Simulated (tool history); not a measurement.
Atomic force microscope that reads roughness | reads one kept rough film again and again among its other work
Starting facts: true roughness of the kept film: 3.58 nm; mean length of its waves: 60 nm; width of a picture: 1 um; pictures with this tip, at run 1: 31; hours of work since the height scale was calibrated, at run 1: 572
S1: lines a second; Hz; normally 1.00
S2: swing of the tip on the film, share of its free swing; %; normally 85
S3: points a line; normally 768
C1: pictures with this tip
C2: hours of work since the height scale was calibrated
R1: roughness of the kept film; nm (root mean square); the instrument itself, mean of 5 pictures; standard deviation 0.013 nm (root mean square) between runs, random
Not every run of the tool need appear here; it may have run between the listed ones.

run	hour	S1	S2	S3	C1	C2	R1
1	0.0	1.00	85	768	31	572	2.944
2	69.5	0.55	85	768	154	612	2.981
3	109.4	0.55	85	768	225	635	2.884
# hour 158.7: new tip fitted
4	180.4	1.00	65	768	38	677	3.259
5	234.2	1.00	65	768	134	708	3.115
6	286.9	1.00	65	768	228	739	2.969
7	326.2	1.00	65	768	298	762	2.904
# hour 337.2: new tip fitted
8	392.1	2.00	65	768	98	800	3.023
9	457.9	2.00	65	768	215	838	2.881
10	499.7	2.00	65	768	289	862	2.783
# hour 516.3: new tip fitted
11	550.1	1.00	85	355	60	892	2.935
# hour 554.3: height scale calibrated on a step standard
12	598.7	1.09	79	482	144	26	2.915
13	666.3	1.97	67	551	265	65	2.779
# hour 694.4: new tip fitted
14	701.3	1.97	67	551	12	85	3.129
15	749.6	0.94	84	768	98	114	2.929

For run 16, what comes out?
16	799.4	1.60	85	832	186	143	?

{"run 16": {"R1": 2.613}}
With no hidden state in the tool, this same run would have given R1 2.818 nm (root mean square).

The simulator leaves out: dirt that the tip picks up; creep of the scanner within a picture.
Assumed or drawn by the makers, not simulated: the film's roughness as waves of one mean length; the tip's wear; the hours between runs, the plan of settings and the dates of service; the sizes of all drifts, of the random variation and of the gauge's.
